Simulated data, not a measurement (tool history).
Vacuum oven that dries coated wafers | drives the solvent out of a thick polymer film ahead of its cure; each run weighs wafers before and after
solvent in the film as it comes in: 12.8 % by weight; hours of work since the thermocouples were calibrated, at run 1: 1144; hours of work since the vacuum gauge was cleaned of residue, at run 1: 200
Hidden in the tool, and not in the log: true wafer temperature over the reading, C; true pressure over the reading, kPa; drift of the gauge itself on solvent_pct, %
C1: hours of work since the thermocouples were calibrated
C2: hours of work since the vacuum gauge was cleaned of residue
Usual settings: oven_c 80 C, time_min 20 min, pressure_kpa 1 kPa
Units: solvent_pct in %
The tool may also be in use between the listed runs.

Run 1, hour 0: usual settings; C1 1144; C2 200. Result: solvent_pct 1.98 %.
Run 2, hour 18.9: usual settings; C1 1157; C2 213. Result: solvent_pct 1.93 %.
Run 3, hour 39.5: usual settings; C1 1170; C2 227. Result: solvent_pct 1.89 %.
Run 4, hour 57.3: usual settings but oven_c 86 C; C1 1182; C2 238. Result: solvent_pct 1.24 %.
Run 5, hour 83.4: usual settings; C1 1200; C2 256. Result: solvent_pct 1.91 %.
Run 6, hour 98.3: usual settings; C1 1210; C2 266. Result: solvent_pct 1.89 %.
Run 7, hour 112.5: usual settings; C1 1219; C2 275. Result: solvent_pct 1.93 %.
Run 8, hour 128: usual settings but oven_c 86 C, time_min 24 min, pressure_kpa 3.52 kPa; C1 1229; C2 285. Result: solvent_pct 3.14 %.
Run 9, hour 150.9: usual settings but oven_c 86 C, time_min 18 min, pressure_kpa 3.52 kPa; C1 1245; C2 301. Result: solvent_pct 3.3 %.
Run 10, hour 168.5: usual settings but oven_c 86 C, time_min 18 min, pressure_kpa 3.52 kPa; C1 1256; C2 312. Result: solvent_pct 3.39 %.
Run 11, hour 180: usual settings but oven_c 85 C, time_min 12 min, pressure_kpa 0.69 kPa; C1 1264; C2 320. Result: solvent_pct 2.01 %.
Run 12, hour 201.2: usual settings but oven_c 88 C, time_min 14 min; C1 1278; C2 334. Result: solvent_pct 1.5 %.

Forecast run 13:
Run 13, hour 223.3: usual settings but oven_c 88 C, time_min 14 min; C1 1293; C2 349. Result: solvent_pct ?.

solvent_pct: 1.57 %
Without the tool's hidden state the same run would have given solvent_pct 1.71 %.
